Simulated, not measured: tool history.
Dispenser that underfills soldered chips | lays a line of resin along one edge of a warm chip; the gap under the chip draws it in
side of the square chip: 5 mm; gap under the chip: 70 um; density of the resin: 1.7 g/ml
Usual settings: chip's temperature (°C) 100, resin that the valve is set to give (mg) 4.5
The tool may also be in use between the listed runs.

run,day,chip's temperature (°C),resin that the valve is set to give (mg),time until the resin shows at the far edge (s),resin that the valve gave (mg)
1,0,100,4.5,31.1,4.49
# day 0.062: new syringe of resin
2,0.15,100,4.95,20.5,4.85
3,0.354,100,4.5,28.2,4.38
# day 0.488: new syringe of resin
4,0.546,100,4.5,21.5,4.38
5,0.642,100,4.5,24.4,4.46
6,0.742,100,5.19,27,5.09
# day 0.917: new syringe of resin
7,0.983,100,5.19,21.1,5.18
8,1.121,100,5.19,25.1,5.11
9,1.242,100,5.19,29.8,5.16
# day 1.346: new syringe of resin
10,1.488,108,5.48,17.1,5.48
11,1.721,108,5.4,23.2,5.29
# day 1.775: new syringe of resin
12,1.962,103,4.5,22.6,4.39
13,2.121,102,4.5,28.3,4.34
# day 2.196: new syringe of resin
14,2.254,85,5.15,37.2,5.02

Forecast run 15:
15,2.367,86,5.41,?,?

time until the resin shows at the far edge (s): 42.8
resin that the valve gave (mg): 5.25
Without the tool's hidden state the same run would have given time until the resin shows at the far edge (s) 33.9, resin that the valve gave (mg) 5.43.
